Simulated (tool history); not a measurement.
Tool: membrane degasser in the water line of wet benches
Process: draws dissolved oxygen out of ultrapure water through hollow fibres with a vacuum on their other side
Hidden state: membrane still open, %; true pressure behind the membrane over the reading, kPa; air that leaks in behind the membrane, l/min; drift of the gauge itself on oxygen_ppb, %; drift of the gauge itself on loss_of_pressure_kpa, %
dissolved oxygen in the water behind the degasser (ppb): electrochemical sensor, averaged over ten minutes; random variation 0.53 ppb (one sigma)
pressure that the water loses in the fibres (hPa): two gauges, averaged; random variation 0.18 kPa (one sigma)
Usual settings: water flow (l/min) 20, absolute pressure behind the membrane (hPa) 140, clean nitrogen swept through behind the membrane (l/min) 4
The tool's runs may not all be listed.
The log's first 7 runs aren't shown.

run	day	water flow (l/min)	absolute pressure behind the membrane (hPa)	clean nitrogen swept through behind the membrane (l/min)	hours since the membrane was changed	hours since the vacuum gauge was calibrated	hours since the vacuum lines were made tight	dissolved oxygen in the water behind the degasser (ppb)	pressure that the water loses in the fibres (hPa)
8	12.442	20	140	2.44	1226	5704	10187	210.5	303.7
9	13.521	20	140	2.44	1252	5730	10213	209.3	307
10	16.092	20	140	2.44	1314	5792	10275	208.8	305.3
11	17.721	20	140	2.44	1353	5831	10314	208.7	303.7
12	20.217	20	140	4	1413	5891	10374	132.5	303.2
13	22.792	20	140	4	1475	5953	10435	132.1	307.2
14	24.083	20	138	4	1506	5984	10466	129.6	304.6
15	25.529	20	138	4	1540	6018	10501	129.2	303.3
# day 26.317: vacuum gauge calibrated
16	27.612	20	346	10.08	1590	31	10551	154	301.3
17	29.471	32	140	5.37	1634	76	10595	167.2	486.8
18	31.196	32	140	5.37	1676	117	10637	166.4	483
19	32.883	32	140	5.37	1716	158	10677	167.5	484.2
20	34.025	20	140	3.37	1744	185	10705	155.3	303.8
21	35.642	32	140	4	1783	224	10743	216.3	485.6
22	36.9	20	90	4	1813	254	10774	72.2	302.7
23	38.196	22	170	2.38	1844	285	10805	296.8	331.4
24	40.262	17	324	9.23	1894	335	10854	133.2	255.6
25	41.808	17	216	9.23	1931	372	10891	84.8	253.8
26	44.054	17	253	6.29	1985	426	10945	146.1	254.6
27	46.667	17	253	6.29	2047	488	11008	146.9	253.5
28	48.004	17	253	6.29	2079	520	11040	146.4	253.9
29	49.742	17	253	11.55	2121	562	11082	80.8	257
30	51.304	18	95	4	2158	600	11119	70.4	270.3

5 ways to go on from here, each from the tool as it stands after run 30. What would each give?
A	53.612	18	206	3.43	2214	655	11175	?	?
B	53.612	16	234	4	2214	655	11175	?	?
C	53.612	19	318	4	2214	655	11175	?	?
D	53.612	19	103	1.88	2214	655	11175	?	?
E	53.612	16	95	2.96	2214	655	11175	?	?

run	dissolved oxygen in the water behind the degasser (ppb)	pressure that the water loses in the fibres (hPa)
A	218.1	268.7
B	194.6	240.4
C	322.2	286.8
D	168.2	286
E	83.1	240.5
Without the tool's hidden state the same runs would have given:
run	dissolved oxygen in the water behind the degasser (ppb)	pressure that the water loses in the fibres (hPa)
A	218.1	274.9
B	194.6	245.9
C	322.1	293.3
D	168.1	292.6
E	83.1	246
